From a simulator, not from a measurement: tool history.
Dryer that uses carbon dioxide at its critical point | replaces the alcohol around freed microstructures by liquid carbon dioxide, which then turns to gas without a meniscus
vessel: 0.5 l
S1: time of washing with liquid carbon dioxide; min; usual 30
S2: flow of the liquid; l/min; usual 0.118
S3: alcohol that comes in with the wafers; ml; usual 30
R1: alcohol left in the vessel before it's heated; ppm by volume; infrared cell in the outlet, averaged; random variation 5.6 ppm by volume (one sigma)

| run | day | S1 | S2 | S3 | R1 |
|---|---|---|---|---|---|
| 1 | 0 | 30 | 0.118 | 30 | 231 |
| 2 | 0.833 | 30 | 0.118 | 30 | 238 |
| 3 | 1.283 | 30 | 0.118 | 30 | 233 |
| 4 | 1.762 | 30 | 0.118 | 30 | 244 |
| 5 | 2.308 | 30 | 0.118 | 30 | 246 |
| 6 | 2.75 | 30 | 0.118 | 30 | 239 |
| 7 | 3.496 | 30 | 0.118 | 30 | 265 |
| 8 | 4.408 | 30 | 0.118 | 30 | 274 |
| 9 | 5.296 | 30 | 0.077 | 30 | 1890 |
| 10 | 6.042 | 30 | 0.077 | 30 | 2048 |
| 11 | 7.025 | 30 | 0.118 | 30 | 311 |
| 12 | 7.625 | 30 | 0.118 | 30 | 303 |
| 13 | 8.312 | 30 | 0.118 | 26 | 291 |
| 14 | 8.871 | 30 | 0.118 | 26 | 293 |
| 15 | 9.621 | 30 | 0.118 | 26 | 299 |
| 16 | 10.058 | 30 | 0.118 | 26 | 304 |
|  | 10.671 | inlet filter changed |
| 17 | 11.083 | 48 | 0.118 | 26 | 32 |
| 18 | 11.917 | 30 | 0.118 | 30 | 212 |
| 19 | 12.838 | 28 | 0.102 | 57 | 1191 |
| 20 | 13.45 | 24 | 0.088 | 34 | 2353 |
| 21 | 14.329 | 32 | 0.078 | 34 | 1447 |
| 22 | 14.808 | 32 | 0.078 | 35 | 1455 |
| 23 | 15.767 | 32 | 0.078 | 35 | 1507 |
| 24 | 16.596 | 36 | 0.118 | 30 | 111 |
| 25 | 17.35 | 30 | 0.127 | 79 | 391 |
| 26 | 18.175 | 18 | 0.108 | 45 | 4405 |
| 27 | 18.958 | 18 | 0.108 | 45 | 4463 |
| 28 | 19.454 | 18 | 0.108 | 45 | 4568 |
| 29 | 19.933 | 44 | 0.118 | 54 | 81 |
| 30 | 20.729 | 44 | 0.118 | 54 | 89 |
| 31 | 21.558 | 44 | 0.118 | 54 | 77 |
| 32 | 22.517 | 24 | 0.156 | 60 | 408 |
| 33 | 23.233 | 32 | 0.156 | 55 | 93 |
| 34 | 23.788 | 32 | 0.156 | 55 | 94 |
| 35 | 24.629 | 38 | 0.156 | 55 | 55 |
| 36 | 25.467 | 19 | 0.18 | 65 | 747 |

4 ways to go on from here, each from the tool as it stands after run 36. What would each give?
|  | 26.308 | inlet filter changed |
| A | 26.383 | 31 | 0.118 | 30 | ? |
|  | 26.308 | inlet filter changed |
| B | 26.383 | 23 | 0.098 | 79 | ? |
|  | 26.308 | inlet filter changed |
| C | 26.383 | 19 | 0.08 | 36 | ? |
|  | 26.308 | inlet filter changed |
| D | 26.383 | 19 | 0.18 | 63 | ? |

| run | R1 |
|---|---|
| A | 189 |
| B | 4018 |
| C | 6284 |
| D | 399 |
Without the tool's hidden state the same runs would have given:
| run | R1 |
|---|---|
| A | 144 |
| B | 3864 |
| C | 6124 |
| D | 344 |
